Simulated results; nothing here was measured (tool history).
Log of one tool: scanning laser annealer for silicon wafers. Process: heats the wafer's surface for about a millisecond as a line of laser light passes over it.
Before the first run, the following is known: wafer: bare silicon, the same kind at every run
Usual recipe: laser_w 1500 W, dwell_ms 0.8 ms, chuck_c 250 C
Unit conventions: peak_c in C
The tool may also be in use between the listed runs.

run	hour	laser_w	dwell_ms	chuck_c	peak_c
1	0	1500	0.8	250	928
2	35.9	1538	0.8	250	945
3	115.9	1538	0.8	250	944
4	173.7	1500	0.8	250	919
# hour 209.4: window over the wafer cleaned
5	232.7	1316	0.8	250	847
6	302.3	1500	0.8	251	956
# hour 352.5: optics aligned, line set to its width
7	381.7	1500	0.8	251	968
8	438.7	1500	0.8	250	963
9	515.4	1500	0.618	250	861
10	563.1	1500	0.8	250	963
11	606.7	1500	0.8	250	958
12	679.1	1500	0.8	258	961
13	733.3	1500	0.8	258	955
14	791.5	1500	0.8	258	959
15	841.3	1500	0.8	250	944
16	912.7	1500	0.8	250	940
17	951.8	1500	0.8	250	944
18	1010.6	1500	0.8	250	940
19	1049.5	1500	0.8	250	935
20	1093	1500	0.8	250	938
21	1138.4	1500	0.8	250	935
22	1180.2	1299	0.7	240	767
23	1245	1296	0.869	240	837
24	1287.3	1337	0.932	242	885
25	1339	1337	0.932	242	882
26	1390.4	1365	0.815	216	822
# hour 1426: window over the wafer cleaned
27	1448.9	1347	0.775	254	866
28	1495.8	1500	0.8	257	967
29	1542	1500	0.8	257	966
30	1598.4	1500	0.958	272	1063
31	1645.6	1592	0.951	223	1068
32	1693.7	1365	0.666	214	775
33	1744.5	1310	0.651	284	809
34	1817.4	1310	0.651	284	809
35	1868.6	1400	0.981	231	953
36	1924.5	1400	0.981	231	954
37	1960.6	1400	0.981	231	952
38	2039.8	1500	0.571	285	851
39	2093.4	1376	0.8	263	881
# hour 2110: optics aligned, line set to its width
40	2137.6	1376	0.8	263	892
41	2182.8	1313	0.936	264	911

Below are 4 alternative next runs, each starting from the tool's condition after run 41. Predict each:
A	2254	1344	0.631	277	?
B	2254	1594	0.751	250	?
C	2254	1444	0.561	275	?
D	2254	1496	0.77	271	?

run	peak_c
A	803
B	974
C	811
D	948
What these runs would have given with no unlogged condition in the tool:
run	peak_c
A	816
B	992
C	823
D	965
